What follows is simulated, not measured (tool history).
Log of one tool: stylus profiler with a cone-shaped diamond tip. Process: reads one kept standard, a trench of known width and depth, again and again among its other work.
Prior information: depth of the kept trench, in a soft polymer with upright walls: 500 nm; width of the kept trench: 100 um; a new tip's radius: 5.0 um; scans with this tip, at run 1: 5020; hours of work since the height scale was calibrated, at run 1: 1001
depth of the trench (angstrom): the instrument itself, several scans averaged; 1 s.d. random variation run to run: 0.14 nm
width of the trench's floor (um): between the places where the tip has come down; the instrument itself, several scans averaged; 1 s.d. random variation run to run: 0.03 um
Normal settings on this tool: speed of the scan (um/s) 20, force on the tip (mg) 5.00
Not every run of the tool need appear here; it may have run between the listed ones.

run    hour  speed of the scan (um/s)  force on the tip (mg)  scans with this tip  hours of work since the height scale was calibrated  depth of the trench (angstrom)  width of the trench's floor (um)
  1     0.0                        20                   5.00                 5020                                                 1001                          5132.4                             95.61
  2    32.8                        20                   5.00                 5136                                                 1024                          5131.8                             95.63
  3    63.8                        20                   5.00                 5245                                                 1046                          5134.3                             95.57
  4    98.8                        20                   5.00                 5368                                                 1070                          5132.5                             95.57
  5   153.9                        20                   5.00                 5563                                                 1109                          5129.8                             95.57
  6   191.8                        20                   5.00                 5696                                                 1136                          5130.0                             95.53
  7   221.2                         7                   5.00                 5800                                                 1156                          5132.3                             95.60
  8   261.7                         7                   5.00                 5942                                                 1185                          5131.8                             95.66
  9   293.2                         9                   5.00                 6054                                                 1207                          5131.4                             95.60
 10   337.8                         9                   5.00                 6211                                                 1238                          5132.7                             95.64
 11   382.0                         9                   5.00                 6366                                                 1269                          5131.8                             95.64
 12   421.6                         9                   5.00                 6506                                                 1297                          5131.1                             95.62
 13   449.1                        20                   5.00                 6603                                                 1316                          5132.2                             95.58
 14   496.4                        20                   5.00                 6770                                                 1350                          5132.2                             95.58
 15   524.6                        20                  12.05                 6869                                                 1370                          5241.7                             95.57
 16   553.6                        20                   5.00                 6971                                                 1390                          5132.0                             95.53
 17   600.5                        20                   5.00                 7137                                                 1423                          5133.1                             95.55
 18   652.5                        20                   5.00                 7320                                                 1459                          5130.8                             95.60
 19   692.4                        30                   5.00                 7460                                                 1487                          5131.0                             95.52
 20   733.5                        30                   5.00                 7605                                                 1516                          5135.6                             95.54
 21   766.6                        30                   5.00                 7722                                                 1540                          5130.9                             95.55
      772.2  -- height scale calibrated on a step standard
 22   799.2                        20                   5.00                 7835                                                   19                          5135.9                             95.55
 23   851.9                        20                   5.00                 8021                                                   56                          5129.5                             95.59
 24   897.4                        32                   1.98                 8181                                                   88                          5070.5                             95.51
 25   920.2                        11                   2.75                 8262                                                  104                          5087.6                             95.62
 26   971.0                         8                   5.34                 8441                                                  140                          5136.9                             95.64
 27  1014.3                        22                   2.49                 8593                                                  170                          5081.6                             95.60
 28  1065.9                        11                   5.46                 8775                                                  206                          5138.5                             95.60
 29  1101.5                        20                   2.02                 8900                                                  231                          5072.2                             95.52
 30  1124.7                        20                  13.94                 8982                                                  248                          5261.1                             95.61
 31  1171.4                        20                  13.94                 9147                                                  280                          5260.5                             95.60
 32  1221.2                         6                   4.52                 9322                                                  315                          5122.7                             95.58
 33  1274.0                        10                   6.46                 9509                                                  353                          5157.9                             95.60
 34  1305.5                        10                   6.46                 9619                                                  375                          5156.2                             95.59
 35  1358.7                        25                   4.74                 9807                                                  412                          5127.1                             95.57
 36  1397.9                        13                  10.55                 9945                                                  440                          5218.4                             95.63
 37  1449.4                        13                  10.55                10127                                                  476                          5216.1                             95.58
 38  1499.2                        45                  10.55                10302                                                  511                          5216.4                             95.57
 39  1535.4                        36                  11.33                10430                                                  536                          5227.7                             95.59
 40  1565.7                        11                  10.28                10537                                                  558                          5215.1                             95.66
 41  1594.8                        17                   5.00                10639                                                  578                          5130.9                             95.58
 42  1618.8                        16                  12.08                10724                                                  595                          5237.4                             95.60
 43  1645.6                        16                  12.08                10818                                                  614                          5238.3                             95.66
 44  1693.0                        16                  12.08                10985                                                  647                          5236.0                             95.56
 45  1722.2                        16                  12.08                11088                                                  668                          5237.1                             95.61
 46  1776.3                        16                  12.08                11279                                                  706                          5239.5                             95.65

Forecast each of these 5 alternatives for the next run:
  A  1827.6                         5                  12.08                11459                                                  742                               ?                                 ?
  B  1827.6                        72                   8.86                11459                                                  742                               ?                                 ?
  C  1827.6                         8                   4.51                11459                                                  742                               ?                                 ?
  D  1827.6                        35                  13.44                11459                                                  742                               ?                                 ?
  E  1827.6                        44                  12.51                11459                                                  742                               ?                                 ?

run  depth of the trench (angstrom)  width of the trench's floor (um)
  A                          5236.6                             95.67
  B                          5192.0                             95.48
  C                          5123.9                             95.61
  D                          5255.6                             95.56
  E                          5245.2                             95.52
What these runs would have given with no unlogged condition in the tool:
run  depth of the trench (angstrom)  width of the trench's floor (um)
  A                          5236.5                             95.68
  B                          5191.9                             95.49
  C                          5123.9                             95.62
  D                          5255.5                             95.57
  E                          5245.1                             95.53

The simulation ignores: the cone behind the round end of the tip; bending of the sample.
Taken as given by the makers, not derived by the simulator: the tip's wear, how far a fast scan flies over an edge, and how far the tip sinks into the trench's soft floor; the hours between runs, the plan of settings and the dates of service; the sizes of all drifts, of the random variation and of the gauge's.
